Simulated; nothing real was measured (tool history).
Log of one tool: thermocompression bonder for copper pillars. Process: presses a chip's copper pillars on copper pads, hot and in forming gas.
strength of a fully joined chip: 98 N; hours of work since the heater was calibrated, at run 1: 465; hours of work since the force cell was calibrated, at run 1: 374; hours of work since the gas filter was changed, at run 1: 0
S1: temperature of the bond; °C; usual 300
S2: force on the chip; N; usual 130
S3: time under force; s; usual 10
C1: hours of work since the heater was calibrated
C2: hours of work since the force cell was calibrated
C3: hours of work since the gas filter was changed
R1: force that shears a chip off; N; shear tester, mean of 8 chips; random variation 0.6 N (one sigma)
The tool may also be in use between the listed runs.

| run | hour | S1 | S2 | S3 | C1 | C2 | C3 | R1 |
|---|---|---|---|---|---|---|---|---|
| 1 | 0 | 300 | 130 | 10 | 465 | 374 | 0 | 56.1 |
| 2 | 10.5 | 300 | 130 | 10 | 473 | 382 | 8 | 54.2 |
| 3 | 28.2 | 300 | 130 | 10 | 486 | 395 | 21 | 55.6 |
| 4 | 38.6 | 300 | 130 | 10 | 494 | 403 | 29 | 56.6 |
| 5 | 52.1 | 300 | 130 | 10 | 505 | 413 | 39 | 55.5 |
| 6 | 64.1 | 287 | 130 | 10 | 514 | 422 | 48 | 47.3 |
| 7 | 78.8 | 300 | 130 | 10 | 525 | 433 | 59 | 55.3 |
| 8 | 93.9 | 300 | 130 | 10 | 536 | 445 | 71 | 54.1 |
| 9 | 106.1 | 300 | 130 | 10 | 545 | 454 | 80 | 56.9 |
| 10 | 114 | 300 | 130 | 10 | 551 | 460 | 86 | 55.2 |
| 11 | 130.6 | 300 | 130 | 10 | 564 | 472 | 98 | 56.4 |
| 12 | 142.2 | 300 | 130 | 10 | 572 | 481 | 107 | 56.3 |
| 13 | 159.4 | 300 | 130 | 10 | 585 | 494 | 120 | 54.8 |
| 14 | 173.7 | 300 | 130 | 10 | 596 | 505 | 131 | 55.4 |
| 15 | 192.9 | 300 | 130 | 10 | 610 | 519 | 145 | 55.9 |
| 16 | 210.7 | 323 | 130 | 10 | 624 | 532 | 159 | 71.6 |
| 17 | 227.6 | 282 | 118 | 8 | 637 | 545 | 171 | 37.4 |
| 18 | 245.1 | 282 | 118 | 8 | 650 | 558 | 184 | 37 |
| 19 | 259.7 | 282 | 118 | 8 | 661 | 569 | 195 | 37 |
| 20 | 278.6 | 300 | 119 | 16 | 675 | 584 | 210 | 60.4 |
|  | 280.4 | forming gas filter changed |
| 21 | 287.1 | 300 | 119 | 16 | 681 | 590 | 5 | 60.5 |
| 22 | 297.8 | 278 | 145 | 14 | 689 | 598 | 13 | 53.4 |
| 23 | 309.2 | 298 | 114 | 5 | 698 | 606 | 22 | 37.8 |
| 24 | 318.7 | 294 | 145 | 10 | 705 | 613 | 29 | 58.9 |
| 25 | 337.9 | 316 | 96 | 21 | 719 | 628 | 43 | 66.3 |
| 26 | 346.9 | 286 | 104 | 18 | 726 | 635 | 50 | 47.1 |
| 27 | 362.6 | 300 | 115 | 11 | 738 | 646 | 62 | 51.7 |
| 28 | 377.4 | 300 | 115 | 11 | 749 | 658 | 73 | 54.1 |
| 29 | 392.3 | 310 | 108 | 14 | 760 | 669 | 84 | 61 |
| 30 | 402.1 | 291 | 188 | 6 | 768 | 676 | 92 | 58 |
| 31 | 416.9 | 300 | 169 | 10 | 779 | 687 | 103 | 68.4 |
| 32 | 433.1 | 300 | 169 | 10 | 791 | 699 | 115 | 69.5 |

Forecast each of these 4 alternatives for the next run:
| A | 443.9 | 302 | 137 | 12 | 799 | 708 | 123 | ? |
| B | 443.9 | 300 | 82 | 5 | 799 | 708 | 123 | ? |
| C | 443.9 | 300 | 88 | 15 | 799 | 708 | 123 | ? |
| D | 443.9 | 328 | 169 | 10 | 799 | 708 | 123 | ? |

| run | R1 |
|---|---|
| A | 65 |
| B | 28 |
| C | 46.4 |
| D | 84.4 |
Without the tool's hidden state the same runs would have given:
| run | R1 |
|---|---|
| A | 60.5 |
| B | 25 |
| C | 42.2 |
| D | 81.7 |
